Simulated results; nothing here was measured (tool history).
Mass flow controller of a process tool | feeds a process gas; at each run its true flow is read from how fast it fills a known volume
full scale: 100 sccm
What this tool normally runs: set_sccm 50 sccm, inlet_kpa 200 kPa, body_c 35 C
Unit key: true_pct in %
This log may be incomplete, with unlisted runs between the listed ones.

run	hour	set_sccm	inlet_kpa	body_c	true_pct
1	0	50	200	35	100.71
2	160.3	50	152	35	100.59
3	277.4	50	152	35	100.52
4	374.8	50	239	35	100.85
5	508.6	50	239	35	100.9
6	717.2	50	239	35	101.06
7	952.2	50	202	35	100.82
8	1099.4	50	204	35	100.92
9	1275	38	200	35	100.81
10	1482	38	200	35	100.83
11	1659	38	200	35	100.78
12	1820.4	38	200	35	101.02
13	2043.9	50	200	35	101.12
14	2158.9	50	200	35	100.97
15	2303.5	50	200	35	101.07
16	2444.7	50	200	35	101.07
17	2579.6	50	187	35	101.16
18	2768.9	50	187	35	101.06
19	2892.8	50	200	35	101.34
20	3053.7	50	200	35	101.17
21	3153.6	50	210	35	101.3
22	3361.6	22	200	35	101.54
23	3579.9	42	200	35	101.29
24	3713.7	42	200	35	101.29
25	3913.2	11	235	39	103.53
26	4039.5	50	280	29	101.31
27	4218.9	17	200	35	102.16
28	4375.9	16	196	37	102.53
29	4511.6	16	255	24	101.64
# hour 4524.7: controller's zero set anew
30	4618	50	167	23	100.63
31	4712.4	50	167	23	100.83
# hour 4911.3: controller's zero set anew, once more
32	4913.1	14	149	31	99.5
33	5061	72	189	37	101.51
34	5280.5	72	189	37	101.66
35	5432.9	72	189	37	101.52
36	5629.8	12	199	35	100.26
37	5788.1	12	199	35	100.29
38	5892.1	26	200	35	100.49
39	6072.1	28	164	35	100.51
40	6286.4	28	164	35	100.45
41	6446.2	27	232	28	100.11
42	6641.5	13	202	34	100.57
43	6866.3	19	196	26	99.93
44	6984.1	58	200	35	101.37
45	7079.4	50	163	35	101.08
46	7180.4	50	163	35	101.08
47	7346.3	50	259	30	100.99
48	7497.8	24	200	28	100.26

How would selected steps in true_pct from run to run divide? Give the signed amount a tool lacking its hidden state would still show from settings, what came in and random variation, and the signed amount left for the hidden state, including any gauge scatter that is not in both of the compared results.
Hidden state at play: flow at rest that the sensor doesn't see, % of full scale; true flow over the shown one, %; drift of the gauge itself on true_pct, %.
Run 24 -> 25: set_sccm 42 -> 11, inlet_kpa 200 -> 235, body_c 35 -> 39. true_pct +2.24 %: hidden state +2.61, all else -0.37.
Run 25 -> 26: set_sccm 11 -> 50, inlet_kpa 235 -> 280, body_c 39 -> 29. true_pct -2.22 %: hidden state -2.69, all else +0.47.
Run 26 -> 27: set_sccm 50 -> 17, inlet_kpa 280 -> 200, body_c 29 -> 35. true_pct +0.85 %: hidden state +1.56, all else -0.71.
Run 32 -> 33: set_sccm 14 -> 72, inlet_kpa 149 -> 189, body_c 31 -> 37. true_pct +2.01 %: hidden state -0.07, all else +2.08.

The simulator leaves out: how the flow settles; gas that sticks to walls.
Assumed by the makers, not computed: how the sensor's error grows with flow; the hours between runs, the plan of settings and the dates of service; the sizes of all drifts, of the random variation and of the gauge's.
